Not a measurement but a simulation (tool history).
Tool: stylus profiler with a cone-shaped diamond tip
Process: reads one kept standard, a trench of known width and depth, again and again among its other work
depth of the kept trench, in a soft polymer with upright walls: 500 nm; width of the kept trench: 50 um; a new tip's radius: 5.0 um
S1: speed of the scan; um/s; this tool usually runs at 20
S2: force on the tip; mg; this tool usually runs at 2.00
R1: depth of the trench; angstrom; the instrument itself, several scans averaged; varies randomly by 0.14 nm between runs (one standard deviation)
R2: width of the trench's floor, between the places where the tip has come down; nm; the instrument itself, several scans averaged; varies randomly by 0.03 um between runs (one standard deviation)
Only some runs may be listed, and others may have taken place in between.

{"run": 1, "hour": 0.0, "S1": 20, "S2": 2.0, "R1": 5051.5, "R2": 44480}
{"run": 2, "hour": 18.2, "S1": 47, "S2": 2.0, "R1": 5055.8, "R2": 44390}
{"run": 3, "hour": 30.7, "S1": 47, "S2": 2.0, "R1": 5054.5, "R2": 44390}
{"run": 4, "hour": 49.2, "S1": 20, "S2": 2.0, "R1": 5054.8, "R2": 44520}
{"run": 5, "hour": 66.8, "S1": 20, "S2": 2.0, "R1": 5051.7, "R2": 44390}
{"run": 6, "hour": 78.4, "S1": 20, "S2": 2.0, "R1": 5052.9, "R2": 44440}
{"run": 7, "hour": 97.4, "S1": 20, "S2": 2.0, "R1": 5053.4, "R2": 44410}
{"run": 8, "hour": 118.4, "S1": 6, "S2": 2.0, "R1": 5050.5, "R2": 44440}
{"run": 9, "hour": 130.5, "S1": 6, "S2": 2.0, "R1": 5051.4, "R2": 44460}
{"run": 10, "hour": 150.0, "S1": 20, "S2": 2.0, "R1": 5049.9, "R2": 44400}
{"run": 11, "hour": 170.1, "S1": 20, "S2": 2.0, "R1": 5054.2, "R2": 44370}
{"run": 12, "hour": 192.1, "S1": 20, "S2": 2.0, "R1": 5051.1, "R2": 44340}
{"run": 13, "hour": 203.0, "S1": 20, "S2": 2.0, "R1": 5050.8, "R2": 44310}
{"run": 14, "hour": 226.6, "S1": 20, "S2": 2.0, "R1": 5050.1, "R2": 44270}
{"run": 15, "hour": 248.4, "S1": 26, "S2": 2.0, "R1": 5052.0, "R2": 44260}
{"run": 16, "hour": 267.3, "S1": 26, "S2": 2.0, "R1": 5052.2, "R2": 44300}
{"hour": 268.8, "done": "height scale calibrated on a step standard"}
{"run": 17, "hour": 280.2, "S1": 26, "S2": 2.0, "R1": 5052.1, "R2": 44210}
{"run": 18, "hour": 295.0, "S1": 26, "S2": 2.0, "R1": 5050.7, "R2": 44210}
{"run": 19, "hour": 313.8, "S1": 26, "S2": 2.0, "R1": 5050.2, "R2": 44210}
{"run": 20, "hour": 331.1, "S1": 26, "S2": 2.0, "R1": 5049.1, "R2": 44200}
{"run": 21, "hour": 342.0, "S1": 20, "S2": 0.85, "R1": 5027.4, "R2": 44150}
{"run": 22, "hour": 362.0, "S1": 20, "S2": 0.85, "R1": 5025.1, "R2": 44160}
{"run": 23, "hour": 380.1, "S1": 20, "S2": 1.43, "R1": 5035.7, "R2": 44180}
{"run": 24, "hour": 399.4, "S1": 20, "S2": 1.02, "R1": 5028.8, "R2": 44100}
{"run": 25, "hour": 411.7, "S1": 55, "S2": 1.93, "R1": 5049.5, "R2": 44010}
{"hour": 415.5, "done": "height scale calibrated on a step standard, once more"}
{"run": 26, "hour": 424.4, "S1": 6, "S2": 5.16, "R1": 5113.2, "R2": 44190}
{"run": 27, "hour": 439.4, "S1": 5, "S2": 1.18, "R1": 5039.1, "R2": 44130}
{"run": 28, "hour": 463.6, "S1": 9, "S2": 1.06, "R1": 5037.6, "R2": 44180}
{"run": 29, "hour": 483.2, "S1": 37, "S2": 2.7, "R1": 5072.4, "R2": 44000}
{"run": 30, "hour": 496.0, "S1": 37, "S2": 2.7, "R1": 5070.4, "R2": 44010}
{"run": 31, "hour": 516.0, "S1": 21, "S2": 2.19, "R1": 5059.1, "R2": 44040}
{"run": 32, "hour": 535.4, "S1": 15, "S2": 5.72, "R1": 5118.9, "R2": 44020}
{"run": 33, "hour": 546.8, "S1": 47, "S2": 0.81, "R1": 5029.2, "R2": 43870}
{"run": 34, "hour": 568.9, "S1": 24, "S2": 3.1, "R1": 5078.5, "R2": 43970}
{"run": 35, "hour": 588.7, "S1": 24, "S2": 3.1, "R1": 5078.9, "R2": 43980}
{"run": 36, "hour": 601.2, "S1": 58, "S2": 3.07, "R1": 5077.6, "R2": 43860}
{"run": 37, "hour": 622.2, "S1": 58, "S2": 3.07, "R1": 5077.9, "R2": 43910}
{"run": 38, "hour": 637.3, "S1": 36, "S2": 0.89, "R1": 5034.7, "R2": 43820}
{"run": 39, "hour": 657.5, "S1": 13, "S2": 2.18, "R1": 5059.6, "R2": 43990}
{"run": 40, "hour": 668.1, "S1": 27, "S2": 2.18, "R1": 5061.6, "R2": 43890}
{"run": 41, "hour": 688.2, "S1": 27, "S2": 2.18, "R1": 5061.4, "R2": 43900}
{"run": 42, "hour": 701.0, "S1": 17, "S2": 1.17, "R1": 5038.8, "R2": 43910}
{"run": 43, "hour": 711.3, "S1": 17, "S2": 1.17, "R1": 5039.8, "R2": 43900}
{"run": 44, "hour": 730.5, "S1": 17, "S2": 1.17, "R1": 5038.4, "R2": 43790}
{"run": 45, "hour": 743.5, "S1": 20, "S2": 1.22, "R1": 5039.2, "R2": 43850}

What if the next run were any one of these 3? Each begins from the tool's condition after run 45:
{"run": "A", "hour": 767.5, "S1": 5, "S2": 2.53, "R1": "?", "R2": "?"}
{"run": "B", "hour": 767.5, "S1": 7, "S2": 3.25, "R1": "?", "R2": "?"}
{"run": "C", "hour": 767.5, "S1": 7, "S2": 4.97, "R1": "?", "R2": "?"}

run=A R1=5067.3 R2=43920
run=B R1=5078.1 R2=43880
run=C R1=5108.5 R2=43900
Stripped of hidden state, with their random variation kept, the same runs would have yielded:
run=A R1=5071.3 R2=45660
run=B R1=5082.1 R2=45620
run=C R1=5112.5 R2=45640
